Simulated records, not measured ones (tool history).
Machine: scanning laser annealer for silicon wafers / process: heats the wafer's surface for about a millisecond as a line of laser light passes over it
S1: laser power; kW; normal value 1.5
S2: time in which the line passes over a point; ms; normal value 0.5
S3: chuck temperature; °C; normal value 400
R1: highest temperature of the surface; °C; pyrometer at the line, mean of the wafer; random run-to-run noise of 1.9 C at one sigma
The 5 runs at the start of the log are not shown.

run,day,S1,S2,S3,R1
6,4.762,1.5,0.5,400,1129
7,5.925,1.5,0.5,400,1127
8,7.162,1.5,0.5,400,1125
9,8.438,1.5,0.394,400,1052
10,9.083,1.5,0.5,400,1123
11,9.988,1.5,0.5,400,1123
12,11.317,1.5,0.5,400,1120
13,12.629,1.5,0.5,400,1120
14,13.425,1.5,0.5,400,1117
15,14.171,1.5,0.5,400,1121
16,14.988,1.647,0.5,396,1198
17,16.279,1.647,0.5,396,1200
# day 16.488: window over the wafer cleaned
18,17.538,1.392,0.49,381,1020
19,18.417,1.392,0.49,381,1020
20,19.325,1.392,0.49,381,1019
21,20.642,1.392,0.545,381,1043
22,21.275,1.392,0.545,381,1047
23,22.362,1.582,0.383,400,1062
# day 23.192: window over the wafer cleaned, once more
24,23.588,1.33,0.527,415,1092
25,24.225,1.475,0.528,421,1186
26,25.512,1.486,0.528,373,1143
27,26.288,1.551,0.524,373,1180
28,27.288,1.587,0.386,388,1115
29,28.262,1.602,0.542,410,1262
30,29.392,1.359,0.5,381,1053

Here are 4 independent what-if runs from the current tool condition. What would each one return?
A,30.908,1.628,0.503,432,?
B,30.908,1.414,0.511,381,?
C,30.908,1.5,0.438,400,?
D,30.908,1.453,0.573,385,?

run,R1
A,1267
B,1092
C,1110
D,1155
What these runs would have given with no unlogged condition in the tool:
run,R1
A,1291
B,1113
C,1131
D,1178
